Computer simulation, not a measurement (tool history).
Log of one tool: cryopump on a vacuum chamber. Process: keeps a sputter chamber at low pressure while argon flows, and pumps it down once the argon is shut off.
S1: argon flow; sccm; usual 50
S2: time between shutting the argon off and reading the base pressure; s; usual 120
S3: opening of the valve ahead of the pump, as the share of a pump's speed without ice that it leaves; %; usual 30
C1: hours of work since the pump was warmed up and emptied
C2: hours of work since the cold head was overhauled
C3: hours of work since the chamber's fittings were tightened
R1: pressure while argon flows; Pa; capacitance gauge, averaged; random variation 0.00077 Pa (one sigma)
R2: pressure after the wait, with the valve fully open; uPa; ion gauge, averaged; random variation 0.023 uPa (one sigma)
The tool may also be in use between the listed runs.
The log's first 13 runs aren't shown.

Run 14, hour 712.6: usual settings but S3 56 %; C1 123; C2 1353; C3 1833. Result: R1 0.0805 Pa, R2 1.77 uPa.
Run 15, hour 771.6: usual settings but S3 56 %; C1 172; C2 1401; C3 1882. Result: R1 0.0817 Pa, R2 1.86 uPa.
Run 16, hour 833.4: usual settings; C1 223; C2 1452; C3 1932. Result: R1 0.1493 Pa, R2 1.81 uPa.
Run 17, hour 883.1: usual settings; C1 263; C2 1493; C3 1973. Result: R1 0.1492 Pa, R2 1.86 uPa.
Run 18, hour 928.2: usual settings but S1 34 sccm, S2 34 s, S3 21 %; C1 300; C2 1530; C3 2010. Result: R1 0.1444 Pa, R2 3.23 uPa.
Run 19, hour 963.6: usual settings but S1 34 sccm, S2 34 s, S3 21 %; C1 329; C2 1559; C3 2039. Result: R1 0.1463 Pa, R2 3.28 uPa.
Run 20, hour 1011.0: usual settings but S1 34 sccm, S2 70 s, S3 21 %; C1 368; C2 1598; C3 2078. Result: R1 0.1462 Pa, R2 2.26 uPa.
Run 21, hour 1070.1: usual settings but S1 24 sccm, S2 142 s, S3 28 %; C1 417; C2 1646; C3 2126. Result: R1 0.0784 Pa, R2 1.98 uPa.
Run 22, hour 1101.1: usual settings but S2 61 s, S3 29 %; C1 442; C2 1672; C3 2152. Result: R1 0.1586 Pa, R2 2.53 uPa.
Run 23, hour 1139.8: usual settings but S2 61 s, S3 29 %; C1 474; C2 1703; C3 2183. Result: R1 0.1597 Pa, R2 2.61 uPa.
Run 24, hour 1204.8: usual settings but S1 32 sccm, S2 168 s, S3 44 %; C1 527; C2 1757; C3 2237. Result: R1 0.0688 Pa, R2 1.97 uPa.
Run 25, hour 1236.7: usual settings but S1 34 sccm, S2 33 s, S3 33 %; C1 553; C2 1783; C3 2263. Result: R1 0.0963 Pa, R2 3.65 uPa.
Run 26, hour 1267.4: usual settings but S1 34 sccm, S2 33 s, S3 33 %; C1 578; C2 1808; C3 2288. Result: R1 0.0961 Pa, R2 3.55 uPa.
At hour 1297.1: pump warmed up, emptied and cooled again.
Run 27, hour 1333.3: usual settings but S1 26 sccm, S2 137 s, S3 59 %; C1 30; C2 1858; C3 2338. Result: R1 0.0399 Pa, R2 1.94 uPa.
Run 28, hour 1401.7: usual settings but S1 41 sccm, S2 137 s, S3 29 %; C1 86; C2 1914; C3 2394. Result: R1 0.1260 Pa, R2 1.99 uPa.
Run 29, hour 1469.2: usual settings but S1 41 sccm, S2 137 s, S3 29 %; C1 141; C2 1969; C3 2449. Result: R1 0.1256 Pa, R2 2.00 uPa.
Run 30, hour 1521.0: usual settings but S2 98 s, S3 22 %; C1 184; C2 2012; C3 2492. Result: R1 0.2039 Pa, R2 2.18 uPa.
Run 31, hour 1555.7: usual settings but S1 67 sccm, S2 98 s, S3 39 %; C1 212; C2 2040; C3 2520. Result: R1 0.1557 Pa, R2 2.28 uPa.
Run 32, hour 1617.8: usual settings but S1 80 sccm, S2 84 s; C1 263; C2 2091; C3 2571. Result: R1 0.2410 Pa, R2 2.45 uPa.
Run 33, hour 1647.2: usual settings but S1 80 sccm, S2 44 s, S3 33 %; C1 287; C2 2115; C3 2595. Result: R1 0.2198 Pa, R2 3.30 uPa.
Run 34, hour 1719.0: usual settings but S1 80 sccm, S2 85 s, S3 48 %; C1 346; C2 2174; C3 2654. Result: R1 0.1544 Pa, R2 2.56 uPa.

3 ways to go on from here, each from the tool as it stands after run 34. What would each give?
Run A, hour 1748.9: usual settings but S1 81 sccm, S2 87 s, S3 19 %; C1 370; C2 2198; C3 2679. Result: R1 ?, R2 ?.
Run B, hour 1748.9: usual settings but S1 44 sccm, S3 19 %; C1 370; C2 2198; C3 2679. Result: R1 ?, R2 ?.
Run C, hour 1748.9: usual settings but S1 32 sccm, S2 85 s, S3 49 %; C1 370; C2 2198; C3 2679. Result: R1 ?, R2 ?.

run      R1    R2
  A  0.3839  2.56
  B  0.2102  2.36
  C  0.0607  2.52
Without the tool's hidden state the same runs would have given:
run      R1    R2
  A  0.3739  0.89
  B  0.2047  0.70
  C  0.0568  0.88

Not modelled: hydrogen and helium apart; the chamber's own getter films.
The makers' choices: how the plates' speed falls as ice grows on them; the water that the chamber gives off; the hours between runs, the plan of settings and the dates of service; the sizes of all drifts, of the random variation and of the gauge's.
